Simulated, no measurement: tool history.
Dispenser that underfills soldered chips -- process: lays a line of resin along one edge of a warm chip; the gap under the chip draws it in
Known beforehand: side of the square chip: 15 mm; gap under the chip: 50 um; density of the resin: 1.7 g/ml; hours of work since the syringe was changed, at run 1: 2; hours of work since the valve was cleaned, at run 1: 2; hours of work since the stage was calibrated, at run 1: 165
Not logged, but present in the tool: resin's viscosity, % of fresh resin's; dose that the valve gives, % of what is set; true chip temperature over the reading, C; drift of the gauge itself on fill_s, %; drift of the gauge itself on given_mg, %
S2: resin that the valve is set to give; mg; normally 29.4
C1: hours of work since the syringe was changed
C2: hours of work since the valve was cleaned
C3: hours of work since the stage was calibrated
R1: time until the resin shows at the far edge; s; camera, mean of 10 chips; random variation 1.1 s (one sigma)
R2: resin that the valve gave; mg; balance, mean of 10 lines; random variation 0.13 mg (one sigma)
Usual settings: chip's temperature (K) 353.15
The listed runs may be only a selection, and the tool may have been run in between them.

Run 1, hour 0: usual settings; C1 2; C2 2; C3 165. Result: R1 115.5 s, R2 29.31 mg.
Run 2, hour 10.2: usual settings; C1 8; C2 8; C3 172. Result: R1 156.7 s, R2 29.16 mg.
At hour 12.7: new syringe of resin.
Run 3, hour 23.8: usual settings; C1 7; C2 16; C3 180. Result: R1 146.7 s, R2 29.29 mg.
At hour 29.7: new syringe of resin.
Run 4, hour 33.3: usual settings; C1 2; C2 22; C3 185. Result: R1 114.7 s, R2 28.93 mg.
Run 5, hour 44.7: usual settings; C1 9; C2 29; C3 192. Result: R1 161.2 s, R2 28.88 mg.
At hour 45.8: new syringe of resin.
Run 6, hour 60.7: usual settings but chip's temperature (K) 368.15; C1 9; C2 38; C3 201. Result: R1 81.6 s, R2 28.59 mg.
At hour 62.5: new syringe of resin.
Run 7, hour 69.4: usual settings but chip's temperature (K) 368.15; C1 4; C2 43; C3 206. Result: R1 65.3 s, R2 28.59 mg.
At hour 78.5: new syringe of resin.
Run 8, hour 80.4: usual settings but chip's temperature (K) 363.15, S2 33 mg; C1 1; C2 50; C3 213. Result: R1 67.4 s, R2 31.88 mg.
Run 9, hour 87.6: usual settings but chip's temperature (K) 367.15, S2 25.1 mg; C1 5; C2 54; C3 217. Result: R1 72.9 s, R2 24.07 mg.

Run 10 has not been measured yet. What should we expect?
At hour 94.2: new syringe of resin.
Run 10, hour 99.6: usual settings but chip's temperature (K) 367.15, S2 25.1 mg; C1 3; C2 61; C3 224. Result: R1 ?, R2 ?.

R1: 66.1 s
R2: 24.01 mg
On a tool with no hidden condition, and with the same random variation, this run would have come out at R1 60 s, R2 25.2 mg.

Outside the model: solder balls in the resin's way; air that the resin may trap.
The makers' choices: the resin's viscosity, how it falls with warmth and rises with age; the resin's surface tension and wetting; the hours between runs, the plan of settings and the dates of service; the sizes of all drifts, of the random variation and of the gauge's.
